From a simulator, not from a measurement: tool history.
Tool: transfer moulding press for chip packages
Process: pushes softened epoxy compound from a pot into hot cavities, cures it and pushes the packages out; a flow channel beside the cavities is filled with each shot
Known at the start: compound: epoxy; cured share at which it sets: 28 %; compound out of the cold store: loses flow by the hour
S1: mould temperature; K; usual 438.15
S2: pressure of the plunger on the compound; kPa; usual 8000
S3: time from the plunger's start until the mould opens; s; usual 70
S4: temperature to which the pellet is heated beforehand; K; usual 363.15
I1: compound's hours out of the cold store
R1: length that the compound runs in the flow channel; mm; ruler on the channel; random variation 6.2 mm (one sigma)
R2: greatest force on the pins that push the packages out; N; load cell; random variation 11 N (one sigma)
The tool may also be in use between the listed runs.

Run 1, day 0.000: usual settings; I1 34.8. Result: R1 827 mm, R2 720 N.
Run 2, day 1.138: usual settings; I1 38.1. Result: R1 801 mm, R2 816 N.
Run 3, day 1.958: usual settings but S1 435.15 K; I1 45.0. Result: R1 779 mm, R2 1166 N.
At day 2.196: cavities cleaned with cleaning compound and waxed.
Run 4, day 3.108: usual settings but S1 435.15 K; I1 46.9. Result: R1 772 mm, R2 816 N.
Run 5, day 4.017: usual settings but S1 435.15 K; I1 37.8. Result: R1 808 mm, R2 1005 N.
Run 6, day 4.704: usual settings but S1 435.15 K, S4 368.15 K; I1 20.9. Result: R1 890 mm, R2 1125 N.
Run 7, day 5.221: usual settings but S1 435.15 K, S4 368.15 K; I1 41.9. Result: R1 785 mm, R2 1114 N.
At day 5.454: cavities cleaned with cleaning compound and waxed.
Run 8, day 6.333: usual settings but S2 6400 kPa; I1 9.1. Result: R1 840 mm, R2 758 N.
Run 9, day 7.508: usual settings but S2 8900 kPa; I1 23.6. Result: R1 918 mm, R2 893 N.
Run 10, day 8.204: usual settings but S2 8900 kPa; I1 24.0. Result: R1 907 mm, R2 984 N.
At day 8.708: cavities cleaned with cleaning compound and waxed.
Run 11, day 8.962: usual settings but S2 8810 kPa; I1 25.0. Result: R1 891 mm, R2 552 N.
Run 12, day 9.779: usual settings; I1 20.8. Result: R1 863 mm, R2 729 N.
Run 13, day 10.475: usual settings; I1 16.5. Result: R1 890 mm, R2 896 N.
Run 14, day 11.000: usual settings; I1 20.7. Result: R1 857 mm, R2 925 N.
At day 11.904: cavities cleaned with cleaning compound and waxed.
Run 15, day 12.046: usual settings but S3 79 s; I1 39.3. Result: R1 773 mm, R2 395 N.
Run 16, day 12.833: usual settings but S3 79 s; I1 47.6. Result: R1 729 mm, R2 508 N.
At day 13.458: plunger's sealing rings changed.
Run 17, day 13.783: usual settings but S1 439.15 K; I1 27.1. Result: R1 885 mm, R2 790 N.
Run 18, day 14.912: usual settings but S3 64 s; I1 20.8. Result: R1 916 mm, R2 1266 N.
At day 15.250: cavities cleaned with cleaning compound and waxed.
Run 19, day 16.017: usual settings but S3 64 s; I1 34.5. Result: R1 832 mm, R2 830 N.
Run 20, day 17.175: usual settings but S1 443.15 K, S3 64 s, S4 358.15 K; I1 26.6. Result: R1 858 mm, R2 800 N.
At day 17.321: mould's thermocouples calibrated.
Run 21, day 18.238: usual settings but S1 437.15 K, S2 7110 kPa, S3 96 s, S4 357.15 K; I1 37.1. Result: R1 774 mm, R2 617 N.
At day 18.575: cavities cleaned with cleaning compound and waxed.
At day 19.050: mould's thermocouples calibrated, once more.
Run 22, day 19.508: usual settings but S1 437.15 K, S2 7110 kPa, S3 96 s, S4 357.15 K; I1 36.7. Result: R1 766 mm, R2 442 N.
Run 23, day 20.112: usual settings but S1 440.15 K; I1 39.9. Result: R1 784 mm, R2 656 N.
Run 24, day 21.008: usual settings but S1 446.15 K, S2 9210 kPa, S3 54 s, S4 371.15 K; I1 8.3. Result: R1 999 mm, R2 1047 N.
At day 21.867: cavities cleaned with cleaning compound and waxed.
Run 25, day 21.867: usual settings but S1 446.15 K, S2 9210 kPa, S3 54 s, S4 371.15 K; I1 22.7. Result: R1 913 mm, R2 529 N.
Run 26, day 22.779: usual settings but S1 430.15 K, S2 9190 kPa; I1 8.3. Result: R1 1046 mm, R2 1388 N.
Run 27, day 23.904: usual settings but S1 440.15 K, S2 9190 kPa; I1 36.7. Result: R1 856 mm, R2 740 N.
Run 28, day 24.583: usual settings but S1 440.15 K, S2 9190 kPa; I1 14.7. Result: R1 956 mm, R2 884 N.
At day 25.117: cavities cleaned with cleaning compound and waxed.
Run 29, day 25.804: usual settings but S1 440.15 K, S2 9190 kPa, S3 65 s; I1 11.2. Result: R1 993 mm, R2 747 N.

Forecast each of these 3 alternatives for the next run:
Run A, day 26.333: usual settings but S1 440.15 K, S2 7160 kPa, S3 65 s; I1 40.9. Result: R1 ?, R2 ?.
Run B, day 26.333: usual settings but S1 444.15 K, S2 9190 kPa, S3 65 s, S4 370.15 K; I1 39.5. Result: R1 ?, R2 ?.
Run C, day 26.333: usual settings but S3 86 s, S4 359.15 K; I1 45.9. Result: R1 ?, R2 ?.

run   R1   R2
  A  732  787
  B  820  583
  C  745  492
Without the tool's hidden state the same runs would have given:
run   R1   R2
  A  765  505
  B  857  377
  C  779  323
